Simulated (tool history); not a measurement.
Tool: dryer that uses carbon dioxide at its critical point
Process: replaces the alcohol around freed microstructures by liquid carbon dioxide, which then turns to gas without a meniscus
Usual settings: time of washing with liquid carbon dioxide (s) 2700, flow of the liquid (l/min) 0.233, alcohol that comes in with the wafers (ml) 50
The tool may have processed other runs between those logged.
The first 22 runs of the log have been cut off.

run	hour	time of washing with liquid carbon dioxide (s)	flow of the liquid (l/min)	alcohol that comes in with the wafers (ml)	alcohol left in the vessel before it's heated (ppm by volume)
23	372.7	2700	0.384	47	109
24	395.2	2340	0.384	103	139
25	406.3	2340	0.384	103	141
26	423.1	2640	0.182	20	297
27	434	3060	0.233	50	185
28	451.3	1680	0.266	62	914
29	466.9	4260	0.266	102	108
30	477.3	1800	0.233	28	581
31	494.5	1800	0.233	28	585
32	516.8	2640	0.22	109	601
33	534.9	1680	0.39	118	433

Run 34 has not been measured yet. What should we expect?
34	550.6	1680	0.39	22	?

{"run 34": {"alcohol left in the vessel before it's heated (ppm by volume)": 171}}
Had the tool carried no hidden state, the very same run would have given alcohol left in the vessel before it's heated (ppm by volume) 63.

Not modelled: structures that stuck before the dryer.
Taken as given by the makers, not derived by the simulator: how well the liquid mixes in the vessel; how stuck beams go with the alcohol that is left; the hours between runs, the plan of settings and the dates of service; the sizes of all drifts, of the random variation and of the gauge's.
